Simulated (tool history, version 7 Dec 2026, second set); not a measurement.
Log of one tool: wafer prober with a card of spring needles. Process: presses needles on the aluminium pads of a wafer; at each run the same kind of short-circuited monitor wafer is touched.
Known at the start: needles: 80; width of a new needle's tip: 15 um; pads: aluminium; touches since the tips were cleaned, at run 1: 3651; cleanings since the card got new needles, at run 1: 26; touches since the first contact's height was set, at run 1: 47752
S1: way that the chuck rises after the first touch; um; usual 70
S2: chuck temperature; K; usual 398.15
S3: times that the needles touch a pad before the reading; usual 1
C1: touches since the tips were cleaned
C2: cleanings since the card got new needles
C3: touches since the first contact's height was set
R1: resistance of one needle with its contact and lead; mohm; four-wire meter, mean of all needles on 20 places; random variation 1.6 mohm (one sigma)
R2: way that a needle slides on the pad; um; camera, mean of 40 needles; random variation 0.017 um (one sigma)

run 1 hour=0 | S1=70 S2=398.15 S3=1 | C1=3651 C2=26 C3=47752 | R1=221 R2=10.98
-- hour=13.4 tips cleaned on abrasive film
run 2 hour=24.7 | S1=70 S2=398.15 S3=1 | C1=3597 C2=27 C3=55589 | R1=228 R2=10.97
-- hour=38.2 tips cleaned on abrasive film
run 3 hour=44 | S1=70 S2=398.15 S3=1 | C1=1830 C2=28 C3=61695 | R1=209 R2=10.95
-- hour=63.5 tips cleaned on abrasive film
run 4 hour=63.5 | S1=70 S2=398.15 S3=1 | C1=0 C2=29 C3=67870 | R1=157 R2=10.96
run 5 hour=83.3 | S1=70 S2=398.15 S3=1 | C1=6316 C2=29 C3=74186 | R1=236 R2=10.94
-- hour=88.2 tips cleaned on abrasive film
run 6 hour=108.9 | S1=50 S2=398.15 S3=1 | C1=6583 C2=30 C3=82312 | R1=317 R2=7.77
-- hour=113.4 tips cleaned on abrasive film
-- hour=137.1 tips cleaned on abrasive film
-- hour=137.4 height of the first contact set anew
run 7 hour=142.7 | S1=70 S2=306.15 S3=1 | C1=1699 C2=32 C3=1699 | R1=199 R2=11.05
-- hour=161.8 tips cleaned on abrasive film
run 8 hour=171.2 | S1=70 S2=306.15 S3=1 | C1=3005 C2=33 C3=10738 | R1=218 R2=11.07
-- hour=185 tips cleaned on abrasive film
run 9 hour=202.5 | S1=70 S2=306.15 S3=1 | C1=5588 C2=34 C3=20680 | R1=233 R2=11.04
-- hour=210.5 tips cleaned on abrasive film
run 10 hour=224 | S1=70 S2=306.15 S3=1 | C1=4281 C2=35 C3=27486 | R1=223 R2=11.01
-- hour=236.1 tips cleaned on abrasive film
run 11 hour=256.9 | S1=64 S2=398.15 S3=1 | C1=6654 C2=36 C3=37954 | R1=258 R2=10.08
-- hour=262.6 tips cleaned on abrasive film
run 12 hour=275 | S1=64 S2=398.15 S3=1 | C1=3951 C2=37 C3=43686 | R1=244 R2=10.07
-- hour=286 tips cleaned on abrasive film
run 13 hour=307.6 | S1=68 S2=398.15 S3=1 | C1=6874 C2=38 C3=54010 | R1=246 R2=10.66
-- hour=311.2 tips cleaned on abrasive film
run 14 hour=330.4 | S1=68 S2=398.15 S3=1 | C1=6122 C2=39 C3=61269 | R1=239 R2=10.65
-- hour=337.6 tips cleaned on abrasive film
run 15 hour=348.7 | S1=70 S2=398.15 S3=1 | C1=3521 C2=40 C3=67050 | R1=231 R2=10.98
-- hour=362.7 tips cleaned on abrasive film
run 16 hour=371.7 | S1=70 S2=398.15 S3=1 | C1=2864 C2=41 C3=74337 | R1=228 R2=10.91
-- hour=387.2 tips cleaned on abrasive film
run 17 hour=392 | S1=77 S2=329.15 S3=1 | C1=1528 C2=42 C3=80762 | R1=191 R2=12.03
-- hour=411.8 tips cleaned on abrasive film
run 18 hour=419.2 | S1=77 S2=329.15 S3=1 | C1=2359 C2=43 C3=89403 | R1=200 R2=12
-- hour=425.3 height of the first contact set anew
-- hour=437.3 tips cleaned on abrasive film
run 19 hour=444.5 | S1=77 S2=329.15 S3=1 | C1=2286 C2=44 C3=6084 | R1=198 R2=12.2
-- hour=461.2 tips cleaned on abrasive film
run 20 hour=483.9 | S1=56 S2=342.15 S3=2 | C1=7240 C2=45 C3=18605 | R1=234 R2=8.84
-- hour=487.5 tips cleaned on abrasive film
run 21 hour=505.2 | S1=84 S2=398.15 S3=1 | C1=5629 C2=46 C3=25333 | R1=217 R2=13.23
-- hour=511.3 tips cleaned on abrasive film
-- hour=535.1 tips cleaned on abrasive film
run 22 hour=537 | S1=58 S2=313.15 S3=2 | C1=616 C2=48 C3=35409 | R1=173 R2=9.1
-- hour=559 tips cleaned on abrasive film
run 23 hour=566.6 | S1=66 S2=368.15 S3=2 | C1=2415 C2=49 C3=44799 | R1=194 R2=10.36

The next listed run, before its measurement:
-- hour=584.9 tips cleaned on abrasive film
run 24 hour=587.9 | S1=81 S2=398.15 S3=1 | C1=939 C2=50 C3=51549 | R1=? R2=?

R1: 185 mohm
R2: 12.71 um
Without the tool's hidden state the same run would have given R1 152 mohm, R2 12.82 um.
